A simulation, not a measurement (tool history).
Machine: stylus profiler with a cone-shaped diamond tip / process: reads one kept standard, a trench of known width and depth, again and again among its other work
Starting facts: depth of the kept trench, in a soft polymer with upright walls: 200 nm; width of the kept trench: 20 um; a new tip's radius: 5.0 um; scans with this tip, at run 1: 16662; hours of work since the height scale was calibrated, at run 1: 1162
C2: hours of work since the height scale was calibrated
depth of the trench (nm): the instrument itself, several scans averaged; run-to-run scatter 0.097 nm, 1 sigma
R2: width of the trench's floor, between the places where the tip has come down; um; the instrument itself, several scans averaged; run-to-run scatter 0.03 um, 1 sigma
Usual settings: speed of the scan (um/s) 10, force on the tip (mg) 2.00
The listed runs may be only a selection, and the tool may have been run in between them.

{"run": 1, "hour": 0.0, "speed of the scan (um/s)": 10, "force on the tip (mg)": 2.0, "scans with this tip": 16662, "C2": 1162, "depth of the trench (nm)": 200.55, "R2": 16.39}
{"run": 2, "hour": 33.4, "speed of the scan (um/s)": 10, "force on the tip (mg)": 2.0, "scans with this tip": 16907, "C2": 1180, "depth of the trench (nm)": 200.65, "R2": 16.36}
{"run": 3, "hour": 56.3, "speed of the scan (um/s)": 4, "force on the tip (mg)": 2.0, "scans with this tip": 17076, "C2": 1191, "depth of the trench (nm)": 200.64, "R2": 16.44}
{"run": 4, "hour": 76.6, "speed of the scan (um/s)": 4, "force on the tip (mg)": 2.0, "scans with this tip": 17225, "C2": 1202, "depth of the trench (nm)": 200.45, "R2": 16.46}
{"run": 5, "hour": 95.8, "speed of the scan (um/s)": 3, "force on the tip (mg)": 2.0, "scans with this tip": 17366, "C2": 1212, "depth of the trench (nm)": 200.49, "R2": 16.41}
{"run": 6, "hour": 129.3, "speed of the scan (um/s)": 10, "force on the tip (mg)": 2.6, "scans with this tip": 17613, "C2": 1229, "depth of the trench (nm)": 200.84, "R2": 16.33}
{"run": 7, "hour": 159.8, "speed of the scan (um/s)": 10, "force on the tip (mg)": 2.6, "scans with this tip": 17837, "C2": 1244, "depth of the trench (nm)": 200.72, "R2": 16.37}
{"run": 8, "hour": 187.6, "speed of the scan (um/s)": 10, "force on the tip (mg)": 2.6, "scans with this tip": 18042, "C2": 1259, "depth of the trench (nm)": 200.68, "R2": 16.4}
{"run": 9, "hour": 220.4, "speed of the scan (um/s)": 10, "force on the tip (mg)": 2.6, "scans with this tip": 18283, "C2": 1276, "depth of the trench (nm)": 200.62, "R2": 16.33}
{"run": 10, "hour": 241.2, "speed of the scan (um/s)": 29, "force on the tip (mg)": 2.6, "scans with this tip": 18436, "C2": 1286, "depth of the trench (nm)": 200.78, "R2": 16.27}
{"run": 11, "hour": 258.6, "speed of the scan (um/s)": 29, "force on the tip (mg)": 2.6, "scans with this tip": 18564, "C2": 1295, "depth of the trench (nm)": 200.75, "R2": 16.23}
{"run": 12, "hour": 298.5, "speed of the scan (um/s)": 9, "force on the tip (mg)": 3.1, "scans with this tip": 18858, "C2": 1316, "depth of the trench (nm)": 201.03, "R2": 16.35}
{"run": 13, "hour": 329.5, "speed of the scan (um/s)": 25, "force on the tip (mg)": 0.77, "scans with this tip": 19086, "C2": 1332, "depth of the trench (nm)": 199.69, "R2": 16.17}
{"run": 14, "hour": 362.4, "speed of the scan (um/s)": 2, "force on the tip (mg)": 0.69, "scans with this tip": 19328, "C2": 1348, "depth of the trench (nm)": 199.54, "R2": 16.36}
{"run": 15, "hour": 400.0, "speed of the scan (um/s)": 2, "force on the tip (mg)": 0.69, "scans with this tip": 19605, "C2": 1368, "depth of the trench (nm)": 199.74, "R2": 16.33}
{"run": 16, "hour": 441.3, "speed of the scan (um/s)": 29, "force on the tip (mg)": 2.05, "scans with this tip": 19909, "C2": 1389, "depth of the trench (nm)": 200.36, "R2": 16.16}
{"run": 17, "hour": 466.8, "speed of the scan (um/s)": 29, "force on the tip (mg)": 2.05, "scans with this tip": 20096, "C2": 1402, "depth of the trench (nm)": 200.27, "R2": 16.19}
{"run": 18, "hour": 491.2, "speed of the scan (um/s)": 3, "force on the tip (mg)": 3.46, "scans with this tip": 20276, "C2": 1415, "depth of the trench (nm)": 201.08, "R2": 16.28}
{"run": 19, "hour": 513.4, "speed of the scan (um/s)": 12, "force on the tip (mg)": 2.16, "scans with this tip": 20439, "C2": 1426, "depth of the trench (nm)": 200.41, "R2": 16.25}
{"run": 20, "hour": 549.0, "speed of the scan (um/s)": 10, "force on the tip (mg)": 1.36, "scans with this tip": 20701, "C2": 1444, "depth of the trench (nm)": 199.78, "R2": 16.19}
{"run": 21, "hour": 566.4, "speed of the scan (um/s)": 6, "force on the tip (mg)": 4.27, "scans with this tip": 20829, "C2": 1453, "depth of the trench (nm)": 201.28, "R2": 16.31}

Predict each of these 4 candidate next runs independently; none follows another, all start after run 21:
{"run": "A", "hour": 598.7, "speed of the scan (um/s)": 11, "force on the tip (mg)": 0.94, "scans with this tip": 21067, "C2": 1470, "depth of the trench (nm)": "?", "R2": "?"}
{"run": "B", "hour": 598.7, "speed of the scan (um/s)": 11, "force on the tip (mg)": 0.88, "scans with this tip": 21067, "C2": 1470, "depth of the trench (nm)": "?", "R2": "?"}
{"run": "C", "hour": 598.7, "speed of the scan (um/s)": 6, "force on the tip (mg)": 5.31, "scans with this tip": 21067, "C2": 1470, "depth of the trench (nm)": "?", "R2": "?"}
{"run": "D", "hour": 598.7, "speed of the scan (um/s)": 2, "force on the tip (mg)": 0.91, "scans with this tip": 21067, "C2": 1470, "depth of the trench (nm)": "?", "R2": "?"}

run=A depth_of_the_trench_(nm)=199.76 R2=16.19
run=B depth_of_the_trench_(nm)=199.53 R2=16.19
run=C depth_of_the_trench_(nm)=201.68 R2=16.20
run=D depth_of_the_trench_(nm)=199.62 R2=16.19
Take away the tool's hidden state, keep each run's random variation, and the runs would have read:
run=A depth_of_the_trench_(nm)=201.06 R2=17.14
run=B depth_of_the_trench_(nm)=200.83 R2=17.14
run=C depth_of_the_trench_(nm)=202.99 R2=17.16
run=D depth_of_the_trench_(nm)=200.92 R2=17.14
